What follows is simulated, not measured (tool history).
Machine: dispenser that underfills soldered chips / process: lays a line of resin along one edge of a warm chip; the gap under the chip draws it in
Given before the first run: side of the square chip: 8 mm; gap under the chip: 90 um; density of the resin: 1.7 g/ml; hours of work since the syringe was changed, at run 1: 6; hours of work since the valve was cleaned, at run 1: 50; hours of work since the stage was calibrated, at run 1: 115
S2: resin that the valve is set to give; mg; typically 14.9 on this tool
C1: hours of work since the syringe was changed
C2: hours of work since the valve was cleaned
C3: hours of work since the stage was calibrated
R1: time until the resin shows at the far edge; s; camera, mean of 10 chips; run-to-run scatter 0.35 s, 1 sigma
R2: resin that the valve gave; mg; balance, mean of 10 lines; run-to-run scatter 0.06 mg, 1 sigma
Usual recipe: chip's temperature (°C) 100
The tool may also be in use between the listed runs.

run 1 hour=0.0 | chip's_temperature_(°C)=100 S2=14.9 | C1=6 C2=50 C3=115 | R1=32.7 R2=14.31
-- hour=3.5 new syringe of resin
run 2 hour=6.6 | chip's_temperature_(°C)=100 S2=14.9 | C1=2 C2=54 C3=119 | R1=21.7 R2=14.15
run 3 hour=13.2 | chip's_temperature_(°C)=100 S2=14.9 | C1=6 C2=59 C3=123 | R1=32.3 R2=14.07
-- hour=16.6 new syringe of resin
run 4 hour=20.6 | chip's_temperature_(°C)=100 S2=14.9 | C1=3 C2=63 C3=128 | R1=23.7 R2=14.10
run 5 hour=25.4 | chip's_temperature_(°C)=108 S2=14.9 | C1=6 C2=66 C3=131 | R1=23.8 R2=14.08
-- hour=29.4 new syringe of resin
run 6 hour=31.5 | chip's_temperature_(°C)=100 S2=14.9 | C1=1 C2=70 C3=135 | R1=20.5 R2=14.11
run 7 hour=37.0 | chip's_temperature_(°C)=100 S2=14.9 | C1=5 C2=74 C3=138 | R1=28.9 R2=13.98
-- hour=42.6 new syringe of resin
run 8 hour=44.6 | chip's_temperature_(°C)=100 S2=14.9 | C1=1 C2=78 C3=143 | R1=22.1 R2=13.99
run 9 hour=50.8 | chip's_temperature_(°C)=100 S2=14.9 | C1=5 C2=82 C3=147 | R1=30.6 R2=13.93
-- hour=55.6 new syringe of resin
run 10 hour=56.4 | chip's_temperature_(°C)=100 S2=14.9 | C1=1 C2=86 C3=150 | R1=19.7 R2=13.76
run 11 hour=61.6 | chip's_temperature_(°C)=100 S2=14.9 | C1=4 C2=89 C3=154 | R1=27.4 R2=13.83
-- hour=68.8 new syringe of resin
run 12 hour=69.0 | chip's_temperature_(°C)=110 S2=14.9 | C1=0 C2=94 C3=158 | R1=13.0 R2=13.80
run 13 hour=73.5 | chip's_temperature_(°C)=110 S2=14.9 | C1=3 C2=97 C3=161 | R1=16.8 R2=13.67
-- hour=81.6 new syringe of resin
run 14 hour=83.3 | chip's_temperature_(°C)=110 S2=14.9 | C1=1 C2=103 C3=167 | R1=14.0 R2=13.65
run 15 hour=91.1 | chip's_temperature_(°C)=110 S2=14.9 | C1=6 C2=108 C3=172 | R1=22.3 R2=13.65
-- hour=94.3 new syringe of resin
-- hour=99.7 dispensing valve cleaned and set on the balance
run 16 hour=101.5 | chip's_temperature_(°C)=98 S2=14.9 | C1=4 C2=1 C3=178 | R1=28.9 R2=14.91
run 17 hour=106.4 | chip's_temperature_(°C)=98 S2=14.9 | C1=7 C2=4 C3=181 | R1=36.3 R2=14.77
-- hour=108.6 new syringe of resin
run 18 hour=114.6 | chip's_temperature_(°C)=95 S2=14.9 | C1=4 C2=9 C3=186 | R1=32.5 R2=14.62
run 19 hour=120.0 | chip's_temperature_(°C)=87 S2=17.1 | C1=7 C2=13 C3=190 | R1=57.5 R2=16.95
-- hour=121.6 new syringe of resin
run 20 hour=126.0 | chip's_temperature_(°C)=112 S2=14.9 | C1=3 C2=17 C3=194 | R1=15.4 R2=14.73
-- hour=134.6 new syringe of resin
run 21 hour=136.3 | chip's_temperature_(°C)=112 S2=14.9 | C1=1 C2=23 C3=200 | R1=13.2 R2=14.62
run 22 hour=145.3 | chip's_temperature_(°C)=110 S2=14.3 | C1=7 C2=29 C3=206 | R1=24.4 R2=14.02
-- hour=147.6 new syringe of resin
run 23 hour=152.7 | chip's_temperature_(°C)=101 S2=18.0 | C1=3 C2=33 C3=210 | R1=23.3 R2=17.52
run 24 hour=157.6 | chip's_temperature_(°C)=100 S2=14.8 | C1=6 C2=37 C3=214 | R1=33.0 R2=14.34
-- hour=160.5 new syringe of resin
run 25 hour=164.6 | chip's_temperature_(°C)=86 S2=17.5 | C1=3 C2=41 C3=218 | R1=40.7 R2=16.79
-- hour=173.7 new syringe of resin
run 26 hour=174.9 | chip's_temperature_(°C)=105 S2=16.2 | C1=1 C2=47 C3=224 | R1=16.3 R2=15.63
run 27 hour=182.2 | chip's_temperature_(°C)=90 S2=16.6 | C1=5 C2=52 C3=229 | R1=43.0 R2=16.00
-- hour=187.1 new syringe of resin
run 28 hour=188.0 | chip's_temperature_(°C)=92 S2=17.9 | C1=1 C2=56 C3=233 | R1=26.8 R2=17.17
run 29 hour=193.4 | chip's_temperature_(°C)=91 S2=15.7 | C1=4 C2=59 C3=236 | R1=37.8 R2=15.07
-- hour=199.8 new syringe of resin
run 30 hour=200.5 | chip's_temperature_(°C)=91 S2=15.7 | C1=0 C2=64 C3=241 | R1=27.6 R2=14.98
run 31 hour=209.6 | chip's_temperature_(°C)=91 S2=15.7 | C1=6 C2=69 C3=246 | R1=47.1 R2=14.90
-- hour=213.1 new syringe of resin
run 32 hour=219.4 | chip's_temperature_(°C)=91 S2=15.7 | C1=4 C2=75 C3=253 | R1=37.7 R2=14.86
-- hour=226.0 new syringe of resin
run 33 hour=227.8 | chip's_temperature_(°C)=91 S2=15.7 | C1=1 C2=81 C3=258 | R1=28.4 R2=14.81
run 34 hour=233.2 | chip's_temperature_(°C)=90 S2=16.1 | C1=5 C2=84 C3=261 | R1=40.8 R2=14.96
-- hour=239.1 new syringe of resin
run 35 hour=240.6 | chip's_temperature_(°C)=113 S2=18.1 | C1=1 C2=89 C3=266 | R1=12.2 R2=16.86

3 ways to go on from here, each from the tool as it stands after run 35. What would each give?
run A hour=249.3 | chip's_temperature_(°C)=85 S2=14.9 | C1=7 C2=94 C3=271 | R1=? R2=?
run B hour=249.3 | chip's_temperature_(°C)=115 S2=14.5 | C1=7 C2=94 C3=271 | R1=? R2=?
run C hour=249.3 | chip's_temperature_(°C)=100 S2=14.4 | C1=7 C2=94 C3=271 | R1=? R2=?

run=A R1=61.7 R2=13.88
run=B R1=20.1 R2=13.55
run=C R1=34.8 R2=13.40
With the hidden condition removed and each run's random variation left untouched, the same runs would have given:
run=A R1=32.6 R2=14.96
run=B R1=10.6 R2=14.60
run=C R1=18.5 R2=14.44
